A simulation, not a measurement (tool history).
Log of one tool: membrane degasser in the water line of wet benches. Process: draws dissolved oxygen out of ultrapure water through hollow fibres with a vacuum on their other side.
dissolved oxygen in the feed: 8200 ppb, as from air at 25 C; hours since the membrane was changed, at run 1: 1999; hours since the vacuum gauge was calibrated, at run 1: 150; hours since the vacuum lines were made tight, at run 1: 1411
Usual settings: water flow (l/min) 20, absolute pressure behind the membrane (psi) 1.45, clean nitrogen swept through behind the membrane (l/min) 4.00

run	hour	water flow (l/min)	absolute pressure behind the membrane (psi)	clean nitrogen swept through behind the membrane (l/min)	hours since the membrane was changed	hours since the vacuum gauge was calibrated	hours since the vacuum lines were made tight	dissolved oxygen in the water behind the degasser (ppb)	pressure that the water loses in the fibres (psi)
1	0.0	20	1.45	4.00	1999	150	1411	142.7	7.497
2	141.8	20	3.38	4.00	2140	292	1553	300.0	7.506
3	263.4	20	1.45	2.53	2262	414	1675	186.1	7.498
4	385.7	20	1.45	2.53	2384	536	1797	187.6	7.484
5	531.0	20	1.45	2.53	2530	681	1942	185.9	7.445
6	652.1	20	1.45	4.00	2651	802	2063	141.6	7.509
7	783.7	20	1.45	4.00	2782	934	2195	144.7	7.503
8	875.9	20	1.45	4.00	2875	1026	2287	144.9	7.435
9	1005.5	20	1.45	4.00	3004	1156	2417	142.1	7.500
10	1091.9	20	1.45	4.00	3091	1242	2503	144.1	7.519
# hour 1101.0: vacuum gauge calibrated
11	1238.1	20	1.45	4.00	3236	137	2649	142.6	7.506
12	1333.7	20	1.45	4.00	3332	233	2744	144.1	7.519
13	1437.9	20	0.93	4.00	3436	337	2849	102.2	7.519
14	1513.4	20	0.93	4.00	3512	412	2924	102.1	7.538
15	1665.2	20	0.93	4.00	3663	564	3076	101.0	7.484
# hour 1696.4: vacuum gauge calibrated, once more
16	1762.2	20	0.93	4.00	3760	66	3172	101.8	7.561
17	1842.7	20	0.93	4.00	3840	146	3253	101.6	7.548
18	1993.0	20	0.93	4.00	3991	297	3403	102.8	7.526
19	2126.1	20	1.45	4.00	4124	430	3536	145.2	7.542
20	2275.3	30	1.38	1.87	4273	579	3685	487.2	11.307
21	2365.2	23	1.74	6.17	4363	669	3775	189.0	8.679
22	2512.9	23	1.74	6.17	4511	816	3923	194.0	8.695
23	2584.0	18	1.46	9.77	4582	888	3994	71.7	6.827
# hour 2628.0: seals of the vacuum lines changed
24	2693.2	25	2.71	1.78	4689	995	65	619.8	9.471
25	2779.3	18	2.65	1.64	4775	1081	151	417.2	6.791
26	2937.0	20	3.10	4.00	4933	1239	309	281.2	7.617
27	3011.6	12	2.39	4.00	5007	1313	384	101.4	4.544
28	3101.6	22	2.94	3.50	5097	1403	474	342.4	8.363
29	3176.7	31	1.54	2.20	5172	1478	549	533.0	11.726
30	3276.8	20	2.39	4.00	5272	1578	649	226.2	7.590
31	3365.5	20	2.39	4.00	5361	1667	738	219.4	7.635

Measured less the same run without the tool's hidden state. The same run-to-run variation is in both; the gauge's scatter may not be:
The hidden state here: membrane still open, %; true pressure behind the membrane over the reading, kPa; air that leaks in behind the membrane, l/min; drift of the gauge itself on oxygen_ppb, %; drift of the gauge itself on loss_of_pressure_kpa, %.
run	dissolved oxygen in the water behind the degasser (ppb)	pressure that the water loses in the fibres (psi)
1	+3.3	+0.086
2	+3.8	+0.091
3	+3.8	+0.094
4	+4.1	+0.100
5	+4.5	+0.106
6	+4.6	+0.110
7	+4.9	+0.115
8	+5.1	+0.119
9	+5.3	+0.123
10	+5.5	+0.126
11	+5.8	+0.132
12	+6.0	+0.136
13	+6.2	+0.141
14	+6.4	+0.144
15	+6.6	+0.149
16	+6.1	+0.154
17	+6.2	+0.157
18	+6.6	+0.161
19	+7.0	+0.168
20	+20.8	+0.260
21	+11.1	+0.203
22	+11.9	+0.210
23	+5.3	+0.167
24	+14.6	+0.239
25	+6.1	+0.174
26	+8.5	+0.200
27	+1.4	+0.122
28	+11.5	+0.226
29	+27.4	+0.322
30	+9.2	+0.212
31	+9.1	+0.216

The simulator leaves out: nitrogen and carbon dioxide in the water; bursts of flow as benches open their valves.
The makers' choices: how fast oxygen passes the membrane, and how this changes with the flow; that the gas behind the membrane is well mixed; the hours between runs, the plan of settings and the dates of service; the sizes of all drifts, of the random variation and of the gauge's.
